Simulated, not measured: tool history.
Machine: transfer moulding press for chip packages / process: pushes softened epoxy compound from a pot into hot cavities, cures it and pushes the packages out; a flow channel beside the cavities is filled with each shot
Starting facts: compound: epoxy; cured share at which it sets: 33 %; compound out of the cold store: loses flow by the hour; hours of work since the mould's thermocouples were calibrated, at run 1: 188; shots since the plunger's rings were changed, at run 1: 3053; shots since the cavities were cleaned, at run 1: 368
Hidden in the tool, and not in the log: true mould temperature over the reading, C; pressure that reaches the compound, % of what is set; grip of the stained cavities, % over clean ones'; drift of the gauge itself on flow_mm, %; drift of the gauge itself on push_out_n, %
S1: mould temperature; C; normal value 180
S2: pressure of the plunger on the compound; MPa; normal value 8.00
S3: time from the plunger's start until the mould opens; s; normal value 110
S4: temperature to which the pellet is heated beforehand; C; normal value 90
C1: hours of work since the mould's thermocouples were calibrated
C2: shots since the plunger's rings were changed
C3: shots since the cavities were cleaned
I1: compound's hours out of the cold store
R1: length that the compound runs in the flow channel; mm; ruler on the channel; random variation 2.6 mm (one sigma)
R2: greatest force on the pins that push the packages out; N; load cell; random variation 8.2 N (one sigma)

| run | hour | S1 | S2 | S3 | S4 | C1 | C2 | C3 | I1 | R1 | R2 |
|---|---|---|---|---|---|---|---|---|---|---|---|
| 1 | 0.0 | 180 | 8.00 | 110 | 90 | 188 | 3053 | 368 | 24.1 | 722 | 355 |
| 2 | 27.9 | 180 | 8.00 | 120 | 90 | 205 | 3312 | 627 | 31.7 | 685 | 305 |
|  | 32.2 | cavities cleaned with cleaning compound and waxed |
| 3 | 43.9 | 180 | 8.00 | 110 | 90 | 214 | 3445 | 108 | 47.5 | 623 | 337 |
|  | 54.0 | plunger's sealing rings changed |
| 4 | 68.2 | 180 | 8.00 | 110 | 90 | 227 | 132 | 311 | 34.2 | 680 | 339 |
| 5 | 82.8 | 180 | 6.00 | 110 | 90 | 236 | 267 | 446 | 24.7 | 623 | 352 |
|  | 104.4 | cavities cleaned with cleaning compound and waxed |
| 6 | 116.0 | 180 | 6.00 | 110 | 90 | 255 | 560 | 107 | 28.9 | 606 | 343 |
| 7 | 135.5 | 184 | 8.82 | 117 | 100 | 267 | 740 | 287 | 36.3 | 692 | 316 |
| 8 | 154.3 | 180 | 8.19 | 110 | 100 | 278 | 914 | 461 | 24.0 | 727 | 350 |
| 9 | 169.6 | 180 | 8.19 | 110 | 100 | 287 | 1056 | 603 | 24.9 | 725 | 351 |
|  | 174.2 | cavities cleaned with cleaning compound and waxed |
| 10 | 195.5 | 180 | 8.19 | 110 | 100 | 302 | 1282 | 197 | 20.3 | 748 | 353 |
| 11 | 228.7 | 174 | 7.54 | 114 | 100 | 322 | 1589 | 504 | 35.5 | 666 | 447 |
|  | 245.1 | cavities cleaned with cleaning compound and waxed |
| 12 | 248.1 | 174 | 7.54 | 114 | 100 | 333 | 1754 | 26 | 28.9 | 692 | 431 |

4 ways to go on from here, each from the tool as it stands after run 12. What would each give?
| A | 278.5 | 174 | 7.54 | 114 | 98 | 351 | 2036 | 308 | 26.1 | ? | ? |
| B | 278.5 | 174 | 7.54 | 92 | 93 | 351 | 2036 | 308 | 21.6 | ? | ? |
| C | 278.5 | 172 | 7.73 | 114 | 100 | 351 | 2036 | 308 | 20.9 | ? | ? |
| D | 278.5 | 180 | 9.70 | 110 | 95 | 351 | 2036 | 308 | 41.3 | ? | ? |

| run | R1 | R2 |
|---|---|---|
| A | 703 | 439 |
| B | 725 | 729 |
| C | 743 | 529 |
| D | 709 | 329 |
Without the tool's hidden state the same runs would have given:
| run | R1 | R2 |
|---|---|---|
| A | 703 | 436 |
| B | 725 | 726 |
| C | 743 | 526 |
| D | 709 | 328 |

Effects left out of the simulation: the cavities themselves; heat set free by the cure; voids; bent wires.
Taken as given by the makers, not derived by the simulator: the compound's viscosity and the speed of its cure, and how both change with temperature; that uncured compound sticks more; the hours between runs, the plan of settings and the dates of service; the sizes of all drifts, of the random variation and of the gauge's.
